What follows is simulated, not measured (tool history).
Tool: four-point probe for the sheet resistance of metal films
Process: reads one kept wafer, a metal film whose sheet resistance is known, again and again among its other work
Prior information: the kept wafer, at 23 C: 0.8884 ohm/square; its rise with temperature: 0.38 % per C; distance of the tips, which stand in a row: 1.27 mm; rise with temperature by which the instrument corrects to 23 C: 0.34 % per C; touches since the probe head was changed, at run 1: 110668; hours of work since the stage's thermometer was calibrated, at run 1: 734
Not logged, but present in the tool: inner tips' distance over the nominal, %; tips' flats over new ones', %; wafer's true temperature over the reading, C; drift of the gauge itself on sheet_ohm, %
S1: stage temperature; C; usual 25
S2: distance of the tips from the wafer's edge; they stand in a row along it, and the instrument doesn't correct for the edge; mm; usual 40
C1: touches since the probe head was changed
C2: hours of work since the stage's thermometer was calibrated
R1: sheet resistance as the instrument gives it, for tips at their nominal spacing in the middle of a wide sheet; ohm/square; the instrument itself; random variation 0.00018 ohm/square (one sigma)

run    hour  S1  S2      C1    C2        R1
  1       0  25  40  110668   734  0.880804
  2    79.7  25   5  114392   786  0.909748
  3   195.5  25   5  119797   860  0.909279
      317.2  -- new probe head fitted
  4   320.3  25   5     144   940  0.918416
  5   394.6  25   5    3611   988  0.918513
  6   517.2  25  58    9339  1067  0.888324
  7     634  25  58   14792  1142  0.887873
  8   711.9  25  58   18432  1193  0.887841
        722  -- stage's thermometer calibrated
  9   788.3  25  58   21976    43  0.888073
 10     847  25  58   24715    81   0.88782
      936.9  -- stage's thermometer calibrated, once more
 11   963.3  25  58   30122    17    0.8865
 12  1081.4  25  40   35641    93  0.886283
 13  1165.8  25  40   39583   148  0.886157
 14  1251.1  25  40   43567   203  0.885878
 15  1336.4  23  20   47550   257  0.886291
 16    1432  23  20   52012   319  0.885957
 17  1521.5  25   7   56190   377  0.900012
 18  1579.8  23  27   58914   414  0.885083
 19  1687.6  23  27   63950   484  0.884348
 20    1751  23  27   66911   525  0.884478
 21  1811.8  32  40   69751   564   0.88729
 22    1901  21  19   73915   621  0.883845
 23  2007.4  32  75   78887   690  0.886072
 24  2112.6  20  70   83799   758  0.880951
 25  2232.7  23  19   89407   835  0.884058
 26  2341.4  24   5   94481   905  0.911745
 27  2456.8  24   5   99872   980  0.911322

3 ways to go on from here, each from the tool as it stands after run 27. What would each give?
  A  2549.7  30  45  104211  1039   ?
  B  2549.7  20   4  104211  1039   ?
  C  2549.7  32  60  104211  1039   ?

run        R1
  A  0.884423
  B  0.924979
  C  0.884981
Stripped of hidden state, with their random variation kept, the same runs would have yielded:
run        R1
  A  0.891688
  B  0.932532
  C  0.892253

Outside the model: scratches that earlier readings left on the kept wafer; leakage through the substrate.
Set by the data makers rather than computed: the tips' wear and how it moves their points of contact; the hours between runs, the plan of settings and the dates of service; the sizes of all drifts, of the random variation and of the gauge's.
